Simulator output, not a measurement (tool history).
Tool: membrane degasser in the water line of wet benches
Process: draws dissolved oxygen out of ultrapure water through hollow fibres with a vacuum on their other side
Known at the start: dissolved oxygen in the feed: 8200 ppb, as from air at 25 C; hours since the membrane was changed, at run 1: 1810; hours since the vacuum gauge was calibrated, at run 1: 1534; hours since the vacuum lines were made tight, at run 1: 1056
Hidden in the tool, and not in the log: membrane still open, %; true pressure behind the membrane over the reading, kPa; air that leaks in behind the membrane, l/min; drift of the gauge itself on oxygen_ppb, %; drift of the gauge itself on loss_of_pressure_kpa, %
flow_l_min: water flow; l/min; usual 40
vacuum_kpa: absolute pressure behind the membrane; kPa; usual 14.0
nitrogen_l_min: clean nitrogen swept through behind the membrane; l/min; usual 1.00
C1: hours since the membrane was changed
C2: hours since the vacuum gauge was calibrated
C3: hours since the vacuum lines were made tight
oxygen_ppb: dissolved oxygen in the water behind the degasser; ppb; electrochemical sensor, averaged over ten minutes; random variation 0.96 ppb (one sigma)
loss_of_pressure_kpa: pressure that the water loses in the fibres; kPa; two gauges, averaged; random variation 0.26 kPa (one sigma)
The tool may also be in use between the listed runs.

{"run": 1, "hour": 0.0, "flow_l_min": 40, "vacuum_kpa": 14.0, "nitrogen_l_min": 1.0, "C1": 1810, "C2": 1534, "C3": 1056, "oxygen_ppb": 805.3, "loss_of_pressure_kpa": 71.28}
{"run": 2, "hour": 32.8, "flow_l_min": 40, "vacuum_kpa": 14.0, "nitrogen_l_min": 1.0, "C1": 1843, "C2": 1567, "C3": 1089, "oxygen_ppb": 803.4, "loss_of_pressure_kpa": 71.77}
{"run": 3, "hour": 75.0, "flow_l_min": 43, "vacuum_kpa": 14.0, "nitrogen_l_min": 1.0, "C1": 1885, "C2": 1609, "C3": 1131, "oxygen_ppb": 850.7, "loss_of_pressure_kpa": 76.99}
{"run": 4, "hour": 105.6, "flow_l_min": 43, "vacuum_kpa": 14.0, "nitrogen_l_min": 1.0, "C1": 1916, "C2": 1639, "C3": 1162, "oxygen_ppb": 849.1, "loss_of_pressure_kpa": 76.86}
{"run": 5, "hour": 151.3, "flow_l_min": 40, "vacuum_kpa": 14.0, "nitrogen_l_min": 2.07, "C1": 1961, "C2": 1685, "C3": 1207, "oxygen_ppb": 451.5, "loss_of_pressure_kpa": 71.74}
{"run": 6, "hour": 201.4, "flow_l_min": 40, "vacuum_kpa": 14.0, "nitrogen_l_min": 2.07, "C1": 2011, "C2": 1735, "C3": 1257, "oxygen_ppb": 451.3, "loss_of_pressure_kpa": 71.2}
{"run": 7, "hour": 242.6, "flow_l_min": 40, "vacuum_kpa": 14.0, "nitrogen_l_min": 1.0, "C1": 2052, "C2": 1776, "C3": 1299, "oxygen_ppb": 806.3, "loss_of_pressure_kpa": 71.54}
{"run": 8, "hour": 286.0, "flow_l_min": 28, "vacuum_kpa": 20.1, "nitrogen_l_min": 1.0, "C1": 2096, "C2": 1820, "C3": 1342, "oxygen_ppb": 918.5, "loss_of_pressure_kpa": 50.2}
{"run": 9, "hour": 315.4, "flow_l_min": 32, "vacuum_kpa": 14.3, "nitrogen_l_min": 1.76, "C1": 2125, "C2": 1849, "C3": 1371, "oxygen_ppb": 439.0, "loss_of_pressure_kpa": 57.28}
{"run": 10, "hour": 365.5, "flow_l_min": 40, "vacuum_kpa": 10.4, "nitrogen_l_min": 1.0, "C1": 2175, "C2": 1899, "C3": 1421, "oxygen_ppb": 555.8, "loss_of_pressure_kpa": 71.18}

Forecast run 11:
{"run": 11, "hour": 387.6, "flow_l_min": 27, "vacuum_kpa": 10.9, "nitrogen_l_min": 1.99, "C1": 2198, "C2": 1921, "C3": 1444, "oxygen_ppb": "?", "loss_of_pressure_kpa": "?"}

{"run 11": {"oxygen_ppb": 239.9, "loss_of_pressure_kpa": 48.26}}
Without the tool's hidden state the same run would have given oxygen_ppb 236.7 ppb, loss_of_pressure_kpa 47.01 kPa.
